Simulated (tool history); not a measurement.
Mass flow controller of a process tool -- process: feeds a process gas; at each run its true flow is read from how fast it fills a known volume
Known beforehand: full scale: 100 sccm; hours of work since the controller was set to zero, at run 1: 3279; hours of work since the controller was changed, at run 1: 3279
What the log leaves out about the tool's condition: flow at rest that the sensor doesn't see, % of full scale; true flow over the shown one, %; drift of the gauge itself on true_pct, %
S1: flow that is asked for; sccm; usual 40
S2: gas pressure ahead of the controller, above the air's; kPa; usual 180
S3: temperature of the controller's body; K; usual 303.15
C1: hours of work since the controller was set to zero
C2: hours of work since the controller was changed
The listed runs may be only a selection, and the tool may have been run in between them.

Run 1, day 0.000: usual settings; C1 3279; C2 3279. Result: true flow (%) 96.74.
Run 2, day 9.875: usual settings; C1 3405; C2 3405. Result: true flow (%) 96.65.
Run 3, day 14.233: usual settings; C1 3460; C2 3460. Result: true flow (%) 96.69.
Run 4, day 19.171: usual settings but S3 310.15 K; C1 3523; C2 3523. Result: true flow (%) 95.86.
Run 5, day 27.375: usual settings; C1 3628; C2 3628. Result: true flow (%) 96.66.
Run 6, day 33.254: usual settings but S2 201 kPa; C1 3702; C2 3702. Result: true flow (%) 96.68.
Run 7, day 38.746: usual settings but S2 201 kPa; C1 3772; C2 3772. Result: true flow (%) 96.47.
Run 8, day 47.771: usual settings; C1 3887; C2 3887. Result: true flow (%) 96.47.
Run 9, day 55.754: usual settings but S1 15 sccm; C1 3989; C2 3989. Result: true flow (%) 90.66.
Run 10, day 60.029: usual settings but S1 15 sccm; C1 4043; C2 4043. Result: true flow (%) 90.51.
Run 11, day 64.188: usual settings but S1 15 sccm; C1 4096; C2 4096. Result: true flow (%) 90.40.
At day 68.471: controller's zero set anew.
Run 12, day 70.021: usual settings but S1 15 sccm; C1 20; C2 4170. Result: true flow (%) 99.05.
Run 13, day 75.204: usual settings but S1 15 sccm; C1 86; C2 4236. Result: true flow (%) 99.04.
Run 14, day 81.404: usual settings but S1 62 sccm, S2 160 kPa, S3 302.15 K; C1 165; C2 4315. Result: true flow (%) 100.41.
Run 15, day 89.746: usual settings but S1 62 sccm, S2 165 kPa, S3 302.15 K; C1 271; C2 4421. Result: true flow (%) 100.37.
Run 16, day 97.483: usual settings but S1 62 sccm, S2 165 kPa, S3 309.15 K; C1 369; C2 4520. Result: true flow (%) 99.52.
Run 17, day 106.821: usual settings but S1 75 sccm, S2 157 kPa; C1 488; C2 4639. Result: true flow (%) 100.46.
Run 18, day 116.779: usual settings but S1 66 sccm, S3 296.15 K; C1 615; C2 4765. Result: true flow (%) 100.91.
Run 19, day 122.179: usual settings but S1 16 sccm, S2 169 kPa, S3 295.15 K; C1 684; C2 4834. Result: true flow (%) 98.82.
Run 20, day 127.383: usual settings but S1 16 sccm, S2 163 kPa, S3 313.15 K; C1 750; C2 4900. Result: true flow (%) 96.90.
Run 21, day 131.717: usual settings but S1 16 sccm, S2 163 kPa, S3 313.15 K; C1 805; C2 4955. Result: true flow (%) 96.74.
Run 22, day 141.642: usual settings but S1 14 sccm, S2 238 kPa, S3 294.15 K; C1 931; C2 5082. Result: true flow (%) 97.93.
Run 23, day 149.704: usual settings but S1 35 sccm, S3 294.15 K; C1 1034; C2 5184. Result: true flow (%) 99.97.
Run 24, day 154.958: usual settings but S1 48 sccm, S2 148 kPa, S3 297.15 K; C1 1101; C2 5251. Result: true flow (%) 100.38.

Each row is a separate what-if for the run after 24, all from the same tool condition, not one after another. Results?
Run A, day 164.146: usual settings but S1 59 sccm, S2 177 kPa, S3 298.15 K; C1 1218; C2 5368. Result: true flow (%) ?.
Run B, day 164.146: usual settings but S1 48 sccm, S2 148 kPa, S3 293.15 K; C1 1218; C2 5368. Result: true flow (%) ?.
Run C, day 164.146: usual settings but S1 60 sccm, S2 148 kPa, S3 297.15 K; C1 1218; C2 5368. Result: true flow (%) ?.

run  true flow (%)
  A         100.30
  B         100.82
  C         100.76
What these runs would have given with no unlogged condition in the tool:
run  true flow (%)
  A          99.24
  B          99.93
  C          99.69

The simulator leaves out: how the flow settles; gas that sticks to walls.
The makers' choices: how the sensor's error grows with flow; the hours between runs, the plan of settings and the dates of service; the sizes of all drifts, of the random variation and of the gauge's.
